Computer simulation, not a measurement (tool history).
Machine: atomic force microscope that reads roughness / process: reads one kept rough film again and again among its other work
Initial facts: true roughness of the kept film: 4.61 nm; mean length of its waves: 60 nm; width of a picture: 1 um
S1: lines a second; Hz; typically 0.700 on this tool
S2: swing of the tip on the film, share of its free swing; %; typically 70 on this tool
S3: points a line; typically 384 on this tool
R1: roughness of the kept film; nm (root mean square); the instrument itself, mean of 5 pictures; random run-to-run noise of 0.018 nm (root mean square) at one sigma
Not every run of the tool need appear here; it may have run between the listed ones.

Run 1, hour 0.0: usual settings. Result: R1 4.332 nm (root mean square).
Run 2, hour 45.8: usual settings. Result: R1 4.339 nm (root mean square).
At hour 53.6: new tip fitted.
Run 3, hour 99.5: usual settings. Result: R1 4.295 nm (root mean square).
At hour 127.9: new tip fitted.
Run 4, hour 143.3: usual settings. Result: R1 4.306 nm (root mean square).
Run 5, hour 191.7: usual settings. Result: R1 4.326 nm (root mean square).
At hour 200.3: new tip fitted.
Run 6, hour 239.4: usual settings but S2 62 %. Result: R1 4.367 nm (root mean square).
At hour 273.5: new tip fitted.
Run 7, hour 273.5: usual settings but S2 62 %. Result: R1 4.396 nm (root mean square).
Run 8, hour 313.4: usual settings. Result: R1 4.304 nm (root mean square).
Run 9, hour 338.6: usual settings. Result: R1 4.312 nm (root mean square).
At hour 346.4: new tip fitted.
Run 10, hour 384.6: usual settings but S1 0.977 Hz. Result: R1 4.243 nm (root mean square).
At hour 421.2: new tip fitted.
Run 11, hour 422.7: usual settings but S2 79 %. Result: R1 4.217 nm (root mean square).
Run 12, hour 450.8: usual settings but S2 79 %. Result: R1 4.227 nm (root mean square).
Run 13, hour 482.3: usual settings. Result: R1 4.267 nm (root mean square).
At hour 495.6: new tip fitted.
Run 14, hour 525.7: usual settings. Result: R1 4.335 nm (root mean square).
At hour 569.3: new tip fitted.
Run 15, hour 582.1: usual settings. Result: R1 4.292 nm (root mean square).
Run 16, hour 633.0: usual settings but S1 1.208 Hz. Result: R1 4.152 nm (root mean square).
At hour 643.9: new tip fitted.
Run 17, hour 673.3: usual settings but S1 1.208 Hz. Result: R1 4.158 nm (root mean square).
At hour 717.5: new tip fitted.
Run 18, hour 727.9: usual settings but S1 1.208 Hz. Result: R1 4.152 nm (root mean square).
Run 19, hour 762.3: usual settings but S1 0.817 Hz. Result: R1 4.261 nm (root mean square).
At hour 792.6: new tip fitted.
Run 20, hour 809.4: usual settings but S1 0.817 Hz. Result: R1 4.285 nm (root mean square).
Run 21, hour 834.6: usual settings but S3 536. Result: R1 4.307 nm (root mean square).
At hour 867.5: new tip fitted.
Run 22, hour 889.2: usual settings but S3 536. Result: R1 4.306 nm (root mean square).
Run 23, hour 931.9: usual settings but S3 536. Result: R1 4.278 nm (root mean square).
At hour 940.7: new tip fitted.
Run 24, hour 983.6: usual settings but S3 536. Result: R1 4.324 nm (root mean square).
At hour 1014.5: new tip fitted.
Run 25, hour 1018.7: usual settings but S3 536. Result: R1 4.320 nm (root mean square).
Run 26, hour 1071.7: usual settings but S3 536. Result: R1 4.305 nm (root mean square).
At hour 1090.3: new tip fitted.
Run 27, hour 1095.9: usual settings but S1 3.254 Hz, S3 536. Result: R1 3.760 nm (root mean square).
Run 28, hour 1121.1: usual settings but S1 3.886 Hz, S2 90 %, S3 265. Result: R1 2.766 nm (root mean square).
Run 29, hour 1158.0: usual settings but S1 1.766 Hz, S2 77 %. Result: R1 3.895 nm (root mean square).
At hour 1165.6: new tip fitted.
Run 30, hour 1184.3: usual settings but S1 1.356 Hz, S3 422. Result: R1 4.161 nm (root mean square).
Run 31, hour 1222.4: usual settings but S1 3.872 Hz, S2 55 %, S3 601. Result: R1 4.087 nm (root mean square).
At hour 1239.0: new tip fitted.
Run 32, hour 1259.8: usual settings but S1 2.887 Hz, S3 372. Result: R1 3.806 nm (root mean square).
At hour 1311.8: new tip fitted.
Run 33, hour 1313.4: usual settings but S1 3.259 Hz, S3 654. Result: R1 3.789 nm (root mean square).
Run 34, hour 1346.4: usual settings but S1 3.465 Hz, S2 55 %, S3 466. Result: R1 4.154 nm (root mean square).
At hour 1384.5: new tip fitted.
Run 35, hour 1388.9: usual settings but S1 1.097 Hz, S2 61 %, S3 449. Result: R1 4.343 nm (root mean square).
Run 36, hour 1442.7: usual settings but S3 598. Result: R1 4.316 nm (root mean square).
At hour 1460.6: new tip fitted.
Run 37, hour 1475.9: usual settings but S3 598. Result: R1 4.357 nm (root mean square).
Run 38, hour 1525.4: usual settings but S1 0.653 Hz, S2 75 %. Result: R1 4.251 nm (root mean square).
At hour 1533.9: new tip fitted.
Run 39, hour 1551.9: usual settings but S1 3.631 Hz, S3 813. Result: R1 3.710 nm (root mean square).
Run 40, hour 1586.0: usual settings but S1 3.631 Hz, S2 65 %, S3 813. Result: R1 3.868 nm (root mean square).
At hour 1606.4: new tip fitted.
Run 41, hour 1610.6: usual settings but S1 0.794 Hz, S2 69 %, S3 258. Result: R1 4.277 nm (root mean square).
Run 42, hour 1636.4: usual settings but S1 0.557 Hz, S2 69 %, S3 258. Result: R1 4.334 nm (root mean square).
Run 43, hour 1671.4: usual settings but S1 0.694 Hz, S2 83 %, S3 463. Result: R1 4.148 nm (root mean square).
At hour 1682.2: new tip fitted.
Run 44, hour 1694.8: usual settings but S1 0.598 Hz, S2 78 %, S3 768. Result: R1 4.288 nm (root mean square).
Run 45, hour 1728.2: usual settings but S1 0.923 Hz, S2 68 %, S3 609. Result: R1 4.287 nm (root mean square).
Run 46, hour 1752.9: usual settings but S1 1.452 Hz, S2 75 %, S3 322. Result: R1 4.051 nm (root mean square).
At hour 1758.4: new tip fitted.
Run 47, hour 1784.4: usual settings but S1 1.452 Hz, S2 75 %, S3 322. Result: R1 4.017 nm (root mean square).
Run 48, hour 1812.4: usual settings but S1 3.847 Hz, S2 61 %. Result: R1 3.952 nm (root mean square).
At hour 1832.2: new tip fitted.
Run 49, hour 1858.4: usual settings but S1 1.389 Hz, S3 874. Result: R1 4.149 nm (root mean square).
Run 50, hour 1882.1: usual settings but S1 0.779 Hz, S2 74 %, S3 619. Result: R1 4.246 nm (root mean square).
At hour 1907.0: new tip fitted.
Run 51, hour 1921.0: usual settings but S1 0.779 Hz, S2 74 %, S3 913. Result: R1 4.259 nm (root mean square).

What if the next run were any one of these 4? Each begins from the tool's condition after run 51:
Run A, hour 1953.5: usual settings but S1 1.306 Hz, S2 84 %, S3 711. Result: R1 ?.
Run B, hour 1953.5: usual settings but S2 64 %, S3 268. Result: R1 ?.
Run C, hour 1953.5: usual settings but S1 3.470 Hz, S2 72 %. Result: R1 ?.
Run D, hour 1953.5: usual settings but S2 72 %. Result: R1 ?.

run     R1
  A  3.877
  B  4.319
  C  3.651
  D  4.310
Without the tool's hidden state the same runs would have given:
run     R1
  A  3.880
  B  4.322
  C  3.654
  D  4.314
